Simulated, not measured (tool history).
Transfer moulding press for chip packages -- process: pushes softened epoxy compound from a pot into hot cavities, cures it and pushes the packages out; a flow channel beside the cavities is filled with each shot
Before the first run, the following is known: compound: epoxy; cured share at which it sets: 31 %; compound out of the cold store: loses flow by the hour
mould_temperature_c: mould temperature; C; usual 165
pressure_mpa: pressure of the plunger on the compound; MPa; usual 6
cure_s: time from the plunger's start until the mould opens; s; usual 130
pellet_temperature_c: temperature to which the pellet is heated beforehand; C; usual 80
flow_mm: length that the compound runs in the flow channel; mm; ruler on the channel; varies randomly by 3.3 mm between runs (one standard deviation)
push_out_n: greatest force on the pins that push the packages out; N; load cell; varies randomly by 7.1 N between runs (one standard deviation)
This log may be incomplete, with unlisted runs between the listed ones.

run,hour,mould_temperature_c,pressure_mpa,cure_s,pellet_temperature_c,incoming compound's hours out of the cold store,flow_mm,push_out_n
1,0,165,6,130,80,15,574,347
# hour 30.3: cavities cleaned with cleaning compound and waxed
2,30.3,165,6,130,80,17.4,556,298
3,58.3,165,6,130,80,20.1,544,352
# hour 86.4: cavities cleaned with cleaning compound and waxed
4,101.7,165,6,130,80,35.2,499,320
# hour 111.1: plunger's sealing rings changed
5,131.6,165,6,130,80,30.4,529,385
# hour 137.9: mould's thermocouples calibrated
# hour 145.2: cavities cleaned with cleaning compound and waxed
6,165.6,165,6,130,80,47.4,479,320
7,191.7,165,6,130,80,41.7,492,370
# hour 197.7: cavities cleaned with cleaning compound and waxed
8,224.2,165,6,130,83,40.9,496,334
9,246.9,169,5.36,143,83,32,483,341
# hour 253.1: cavities cleaned with cleaning compound and waxed
10,268.9,169,5.36,143,83,10.5,547,290
# hour 306: cavities cleaned with cleaning compound and waxed
11,320.9,169,5.36,143,83,41.3,455,292
# hour 358.2: cavities cleaned with cleaning compound and waxed
12,371.1,169,5.36,143,83,22,508,272
13,393.5,171,5.4,143,83,35.9,465,323
# hour 411: cavities cleaned with cleaning compound and waxed
14,420,165,5.73,130,80,15.7,551,323
15,460.5,165,5.73,130,80,12.8,561,404
# hour 466.3: cavities cleaned with cleaning compound and waxed
16,496.3,165,5.73,130,80,45.9,460,349

Alternative continuations, all from the tool just after run 16; predict every row:
# hour 518.9: cavities cleaned with cleaning compound and waxed
A,543.9,165,6,156,80,34,?,?
# hour 518.9: cavities cleaned with cleaning compound and waxed
B,543.9,165,5.73,126,80,12.8,?,?
# hour 518.9: cavities cleaned with cleaning compound and waxed
C,543.9,165,4.72,127,80,9.5,?,?
# hour 518.9: cavities cleaned with cleaning compound and waxed
D,543.9,165,4.82,130,83,36.5,?,?
# hour 518.9: cavities cleaned with cleaning compound and waxed
E,543.9,165,5.73,130,80,34.3,?,?

run,flow_mm,push_out_n
A,500,314
B,557,372
C,521,383
D,450,353
E,493,343
Had the tool no hidden state, the same runs would have come out as:
run,flow_mm,push_out_n
A,518,262
B,578,306
C,540,315
D,466,292
E,511,283

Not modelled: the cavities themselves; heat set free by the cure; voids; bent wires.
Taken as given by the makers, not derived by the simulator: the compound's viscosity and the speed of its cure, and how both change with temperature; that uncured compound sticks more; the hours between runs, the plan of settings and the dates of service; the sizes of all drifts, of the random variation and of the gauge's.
